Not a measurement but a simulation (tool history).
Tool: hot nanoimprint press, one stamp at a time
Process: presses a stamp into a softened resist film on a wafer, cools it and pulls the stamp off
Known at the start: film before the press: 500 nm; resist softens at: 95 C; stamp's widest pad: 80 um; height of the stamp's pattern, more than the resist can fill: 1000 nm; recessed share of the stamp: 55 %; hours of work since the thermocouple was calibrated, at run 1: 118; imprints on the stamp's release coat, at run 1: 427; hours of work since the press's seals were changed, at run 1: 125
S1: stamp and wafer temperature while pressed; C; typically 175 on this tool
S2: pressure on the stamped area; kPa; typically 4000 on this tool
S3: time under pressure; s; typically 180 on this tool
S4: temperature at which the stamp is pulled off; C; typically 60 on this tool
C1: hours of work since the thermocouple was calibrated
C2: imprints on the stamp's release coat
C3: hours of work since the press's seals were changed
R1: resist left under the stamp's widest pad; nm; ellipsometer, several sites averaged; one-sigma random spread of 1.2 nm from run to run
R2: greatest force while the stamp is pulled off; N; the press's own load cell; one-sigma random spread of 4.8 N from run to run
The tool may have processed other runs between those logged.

{"run": 1, "hour": 0.0, "S1": 175, "S2": 4000, "S3": 180, "S4": 60, "C1": 118, "C2": 427, "C3": 125, "R1": 239.9, "R2": 251}
{"run": 2, "hour": 9.8, "S1": 175, "S2": 4000, "S3": 180, "S4": 60, "C1": 124, "C2": 475, "C3": 131, "R1": 240.3, "R2": 273}
{"run": 3, "hour": 18.9, "S1": 175, "S2": 4190, "S3": 180, "S4": 60, "C1": 130, "C2": 521, "C3": 137, "R1": 236.6, "R2": 263}
{"run": 4, "hour": 23.0, "S1": 175, "S2": 4190, "S3": 180, "S4": 60, "C1": 133, "C2": 541, "C3": 139, "R1": 235.4, "R2": 262}
{"run": 5, "hour": 28.7, "S1": 175, "S2": 4190, "S3": 180, "S4": 60, "C1": 136, "C2": 569, "C3": 143, "R1": 233.4, "R2": 265}
{"run": 6, "hour": 36.7, "S1": 175, "S2": 4000, "S3": 180, "S4": 60, "C1": 141, "C2": 609, "C3": 148, "R1": 239.6, "R2": 275}
{"run": 7, "hour": 44.0, "S1": 175, "S2": 2740, "S3": 180, "S4": 60, "C1": 146, "C2": 645, "C3": 152, "R1": 286.0, "R2": 272}
{"run": 8, "hour": 50.7, "S1": 175, "S2": 4000, "S3": 180, "S4": 60, "C1": 150, "C2": 678, "C3": 157, "R1": 239.7, "R2": 278}
{"run": 9, "hour": 56.3, "S1": 175, "S2": 5290, "S3": 180, "S4": 60, "C1": 154, "C2": 706, "C3": 160, "R1": 207.2, "R2": 278}
{"run": 10, "hour": 61.7, "S1": 175, "S2": 5290, "S3": 180, "S4": 60, "C1": 157, "C2": 733, "C3": 164, "R1": 208.1, "R2": 279}
{"run": 11, "hour": 71.4, "S1": 175, "S2": 5290, "S3": 180, "S4": 65, "C1": 163, "C2": 781, "C3": 170, "R1": 207.9, "R2": 250}
{"run": 12, "hour": 80.9, "S1": 175, "S2": 5290, "S3": 180, "S4": 65, "C1": 169, "C2": 828, "C3": 176, "R1": 206.5, "R2": 253}
{"run": 13, "hour": 88.4, "S1": 175, "S2": 5290, "S3": 152, "S4": 65, "C1": 174, "C2": 865, "C3": 180, "R1": 221.3, "R2": 259}
{"run": 14, "hour": 96.6, "S1": 175, "S2": 5290, "S3": 152, "S4": 65, "C1": 179, "C2": 905, "C3": 185, "R1": 220.7, "R2": 262}
{"run": 15, "hour": 106.4, "S1": 175, "S2": 5290, "S3": 152, "S4": 65, "C1": 185, "C2": 954, "C3": 192, "R1": 219.2, "R2": 272}
{"run": 16, "hour": 111.7, "S1": 175, "S2": 4940, "S3": 152, "S4": 65, "C1": 189, "C2": 980, "C3": 195, "R1": 228.6, "R2": 270}
{"run": 17, "hour": 120.5, "S1": 175, "S2": 4000, "S3": 204, "S4": 46, "C1": 194, "C2": 1024, "C3": 201, "R1": 229.4, "R2": 390}
{"run": 18, "hour": 127.3, "S1": 178, "S2": 4200, "S3": 180, "S4": 60, "C1": 198, "C2": 1057, "C3": 205, "R1": 209.8, "R2": 305}
{"run": 19, "hour": 135.8, "S1": 178, "S2": 4200, "S3": 180, "S4": 60, "C1": 204, "C2": 1099, "C3": 210, "R1": 210.6, "R2": 303}
{"run": 20, "hour": 143.3, "S1": 174, "S2": 4000, "S3": 180, "S4": 60, "C1": 208, "C2": 1137, "C3": 215, "R1": 249.7, "R2": 313}
{"run": 21, "hour": 147.4, "S1": 175, "S2": 4000, "S3": 258, "S4": 60, "C1": 211, "C2": 1157, "C3": 217, "R1": 211.5, "R2": 306}
{"run": 22, "hour": 157.0, "S1": 175, "S2": 4000, "S3": 100, "S4": 60, "C1": 217, "C2": 1204, "C3": 224, "R1": 288.6, "R2": 325}
{"run": 23, "hour": 161.4, "S1": 179, "S2": 4940, "S3": 220, "S4": 56, "C1": 220, "C2": 1226, "C3": 226, "R1": 172.2, "R2": 350}
{"run": 24, "hour": 171.0, "S1": 183, "S2": 4000, "S3": 97, "S4": 60, "C1": 226, "C2": 1274, "C3": 232, "R1": 229.3, "R2": 309}
{"run": 25, "hour": 178.0, "S1": 183, "S2": 4950, "S3": 109, "S4": 64, "C1": 230, "C2": 1309, "C3": 237, "R1": 194.6, "R2": 286}
{"run": 26, "hour": 187.9, "S1": 167, "S2": 4000, "S3": 107, "S4": 60, "C1": 236, "C2": 1357, "C3": 243, "R1": 356.6, "R2": 326}
{"run": 27, "hour": 197.0, "S1": 167, "S2": 4000, "S3": 107, "S4": 60, "C1": 242, "C2": 1402, "C3": 249, "R1": 354.0, "R2": 324}
{"run": 28, "hour": 202.3, "S1": 167, "S2": 4000, "S3": 107, "S4": 60, "C1": 246, "C2": 1429, "C3": 252, "R1": 354.5, "R2": 323}
{"run": 29, "hour": 207.3, "S1": 167, "S2": 5480, "S3": 107, "S4": 46, "C1": 249, "C2": 1454, "C3": 255, "R1": 319.4, "R2": 437}
{"run": 30, "hour": 214.8, "S1": 184, "S2": 5480, "S3": 107, "S4": 46, "C1": 253, "C2": 1491, "C3": 260, "R1": 179.3, "R2": 437}
{"run": 31, "hour": 220.1, "S1": 184, "S2": 4060, "S3": 107, "S4": 46, "C1": 257, "C2": 1517, "C3": 263, "R1": 212.3, "R2": 449}

What if the next run were any one of these 3? Each begins from the tool's condition after run 31:
{"run": "A", "hour": 228.5, "S1": 184, "S2": 4060, "S3": 107, "S4": 64, "C1": 262, "C2": 1559, "C3": 269, "R1": "?", "R2": "?"}
{"run": "B", "hour": 228.5, "S1": 164, "S2": 4000, "S3": 273, "S4": 51, "C1": 262, "C2": 1559, "C3": 269, "R1": "?", "R2": "?"}
{"run": "C", "hour": 228.5, "S1": 164, "S2": 4000, "S3": 180, "S4": 60, "C1": 262, "C2": 1559, "C3": 269, "R1": "?", "R2": "?"}

run=A R1=213.2 R2=297
run=B R1=304.5 R2=413
run=C R1=341.3 R2=335
What these runs would have given with no unlogged condition in the tool:
run=A R1=216.3 R2=207
run=B R1=309.7 R2=288
run=C R1=346.3 R2=234
